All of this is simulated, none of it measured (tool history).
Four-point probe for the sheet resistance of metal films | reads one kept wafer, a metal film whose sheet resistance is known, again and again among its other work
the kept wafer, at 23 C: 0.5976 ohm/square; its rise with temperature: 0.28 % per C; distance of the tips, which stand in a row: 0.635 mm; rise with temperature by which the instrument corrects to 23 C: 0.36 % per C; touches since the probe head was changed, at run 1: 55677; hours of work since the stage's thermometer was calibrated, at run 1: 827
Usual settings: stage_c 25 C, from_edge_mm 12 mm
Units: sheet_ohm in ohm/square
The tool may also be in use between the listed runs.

| run | day | stage_c | from_edge_mm | touches since the probe head was changed | hours of work since the stage's thermometer was calibrated | sheet_ohm |
|---|---|---|---|---|---|---|
| 1 | 0 | 25 | 12 | 55677 | 827 | 0.59763 |
| 2 | 1.067 | 25 | 12 | 56715 | 843 | 0.597778 |
| 3 | 2.204 | 25 | 9 | 57820 | 859 | 0.598243 |
| 4 | 3.504 | 25 | 9 | 59087 | 878 | 0.598256 |
| 5 | 5.112 | 28 | 12 | 60652 | 901 | 0.596405 |
| 6 | 6.625 | 28 | 12 | 62123 | 923 | 0.596192 |

Forecast run 7:
| 7 | 8.054 | 28 | 24 | 63511 | 944 | ? |

{"run 7": {"sheet_ohm": 0.595616}}
Without the tool's hidden state the same run would have given sheet_ohm 0.595631 ohm/square.
